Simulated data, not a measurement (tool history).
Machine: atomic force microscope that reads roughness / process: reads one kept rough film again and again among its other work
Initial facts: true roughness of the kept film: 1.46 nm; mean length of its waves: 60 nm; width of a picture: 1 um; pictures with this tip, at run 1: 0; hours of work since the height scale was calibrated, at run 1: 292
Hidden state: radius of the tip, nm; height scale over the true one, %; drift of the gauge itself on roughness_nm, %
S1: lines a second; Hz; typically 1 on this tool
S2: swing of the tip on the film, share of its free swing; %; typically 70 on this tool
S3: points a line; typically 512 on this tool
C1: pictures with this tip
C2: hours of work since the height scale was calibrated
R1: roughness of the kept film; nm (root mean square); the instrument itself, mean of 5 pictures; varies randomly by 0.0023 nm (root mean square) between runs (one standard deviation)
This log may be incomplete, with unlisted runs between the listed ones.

run 1 hour=0 | S1=1 S2=70 S3=512 | C1=0 C2=292 | R1=1.379
run 2 hour=9.4 | S1=1 S2=70 S3=512 | C1=19 C2=298 | R1=1.374
run 3 hour=17.8 | S1=1 S2=70 S3=512 | C1=37 C2=303 | R1=1.372
run 4 hour=26 | S1=1 S2=70 S3=512 | C1=54 C2=308 | R1=1.372
run 5 hour=42.6 | S1=1 S2=70 S3=512 | C1=88 C2=319 | R1=1.369
run 6 hour=54.1 | S1=1 S2=70 S3=718 | C1=111 C2=326 | R1=1.367
run 7 hour=71.4 | S1=1 S2=70 S3=718 | C1=147 C2=337 | R1=1.366
run 8 hour=86 | S1=1 S2=70 S3=718 | C1=177 C2=347 | R1=1.362
run 9 hour=100.3 | S1=1 S2=70 S3=512 | C1=207 C2=356 | R1=1.361
run 10 hour=110.1 | S1=0.52 S2=59 S3=512 | C1=227 C2=362 | R1=1.409
run 11 hour=124.6 | S1=0.52 S2=59 S3=512 | C1=257 C2=371 | R1=1.41
run 12 hour=142.1 | S1=0.52 S2=59 S3=512 | C1=293 C2=382 | R1=1.409
run 13 hour=150.3 | S1=0.56 S2=76 S3=934 | C1=310 C2=388 | R1=1.369
run 14 hour=161.1 | S1=3.71 S2=76 S3=325 | C1=332 C2=394 | R1=1.115
run 15 hour=172.5 | S1=1.27 S2=64 S3=358 | C1=355 C2=402 | R1=1.358
-- hour=185.7 new tip fitted
run 16 hour=186.1 | S1=2.47 S2=80 S3=512 | C1=1 C2=410 | R1=1.184

Run 17 comes next. What will it give?
run 17 hour=202.6 | S1=1.05 S2=58 S3=764 | C1=35 C2=421 | R1=?

R1: 1.411 nm (root mean square)
With no hidden state in the tool, this same run would have given R1 1.412 nm (root mean square).
